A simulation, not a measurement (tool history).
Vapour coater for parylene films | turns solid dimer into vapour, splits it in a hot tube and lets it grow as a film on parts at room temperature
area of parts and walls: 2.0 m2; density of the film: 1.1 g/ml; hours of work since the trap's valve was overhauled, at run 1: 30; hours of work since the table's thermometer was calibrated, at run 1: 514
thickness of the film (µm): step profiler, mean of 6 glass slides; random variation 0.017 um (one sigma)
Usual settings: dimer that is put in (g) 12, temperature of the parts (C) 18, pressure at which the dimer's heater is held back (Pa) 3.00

run   hour  dimer that is put in (g)  temperature of the parts (C)  pressure at which the dimer's heater is held back (Pa)  hours of work since the trap's valve was overhauled  hours of work since the table's thermometer was calibrated  thickness of the film (µm)
  1    0.0                        12                            18                                                    3.00                                                   30                                                         514                        3.55
  2   13.6                        12                            18                                                    9.29                                                   39                                                         524                        3.14
  3   34.9                        12                            18                                                    9.29                                                   54                                                         539                        3.15
  4   54.3                         6                            18                                                    3.00                                                   68                                                         552                        1.77
  5   79.3                         6                            18                                                    3.00                                                   85                                                         570                        1.76
  6  103.4                         6                            18                                                    3.00                                                  102                                                         586                        1.76
  7  128.3                         9                            18                                                    3.00                                                  119                                                         604                        2.62
  8  146.2                         9                            18                                                    3.00                                                  132                                                         616                        2.64
  9  165.8                         9                            18                                                    3.00                                                  146                                                         630                        2.61
 10  181.2                        12                            28                                                    3.00                                                  156                                                         641                        2.48
 11  201.3                        12                            28                                                    3.00                                                  170                                                         655                        2.48
 12  223.0                        12                            28                                                    3.00                                                  186                                                         670                        2.47
 13  242.4                        18                            18                                                    3.00                                                  199                                                         683                        5.18
 14  261.3                        18                            18                                                    3.00                                                  212                                                         697                        5.20
 15  271.5                        18                            18                                                    3.00                                                  219                                                         704                        5.25
 16  286.8                        12                            18                                                    3.00                                                  230                                                         714                        3.47
     289.9  -- table's thermometer calibrated
 17  301.2                        12                            18                                                    3.00                                                  239                                                           8                        3.51
 18  318.2                        12                            18                                                    3.00                                                  251                                                          20                        3.51
 19  340.0                        12                            18                                                    3.31                                                  266                                                          35                        3.47
 20  360.5                        12                            18                                                    4.81                                                  281                                                          49                        3.29
     371.4  -- table's thermometer calibrated, once more
 21  376.2                        12                            18                                                    4.81                                                  291                                                           3                        3.20
 22  387.6                        12                            18                                                    2.25                                                  299                                                          11                        3.47
 23  402.1                        12                            18                                                    2.46                                                  309                                                          21                        3.44
 24  423.8                        12                            18                                                    2.46                                                  324                                                          37                        3.47
 25  441.9                        12                            13                                                    2.92                                                  337                                                          49                        4.00
 26  455.7                         9                            23                                                    7.59                                                  347                                                          59                        1.93
 27  466.0                         7                            15                                                    4.89                                                  354                                                          66                        2.07
 28  479.9                         7                            15                                                    4.89                                                  363                                                          76                        2.05
 29  500.8                         7                            24                                                    5.00                                                  378                                                          90                        1.51
 30  520.7                         7                            21                                                    6.17                                                  392                                                         104                        1.61
 31  538.7                         7                            21                                                    6.17                                                  404                                                         117                        1.62
 32  549.8                        11                            11                                                    5.75                                                  412                                                         124                        3.61
 33  573.0                        11                            11                                                    5.75                                                  428                                                         141                        3.60
 34  589.3                        11                            11                                                    5.75                                                  440                                                         152                        3.59
 35  613.7                        17                            18                                                    9.72                                                  457                                                         169                        4.10
 36  631.7                        17                            18                                                    9.72                                                  469                                                         182                        4.11
     653.1  -- trap's valve overhauled
 37  659.2                        12                            18                                                    3.12                                                    4                                                         198                        3.54
 38  678.7                        18                            29                                                    3.00                                                   18                                                         212                        3.68
 39  690.7                        14                            13                                                    9.80                                                   26                                                         220                        4.27
 40  707.1                        12                            13                                                    2.23                                                   38                                                         231                        4.31
 41  730.4                        12                            27                                                    3.00                                                   54                                                         248                        2.60
 42  741.6                        12                            27                                                    3.00                                                   62                                                         255                        2.62
 43  757.3                        12                            27                                                    3.00                                                   73                                                         266                        2.59
 44  777.9                        12                            14                                                    3.00                                                   87                                                         281                        4.02

4 ways to go on from here, each from the tool as it stands after run 44. What would each give?
  A  790.0                        12                            17                                                    3.00                                                   96                                                         289                           ?
  B  790.0                        12                            18                                                    5.53                                                   96                                                         289                           ?
  C  790.0                        12                            14                                                    4.73                                                   96                                                         289                           ?
  D  790.0                        12                            11                                                    3.00                                                   96                                                         289                           ?

run  thickness of the film (µm)
  A                        3.63
  B                        3.26
  C                        3.81
  D                        4.50
Without the tool's hidden state the same runs would have given:
run  thickness of the film (µm)
  A                        3.67
  B                        3.29
  C                        3.85
  D                        4.55
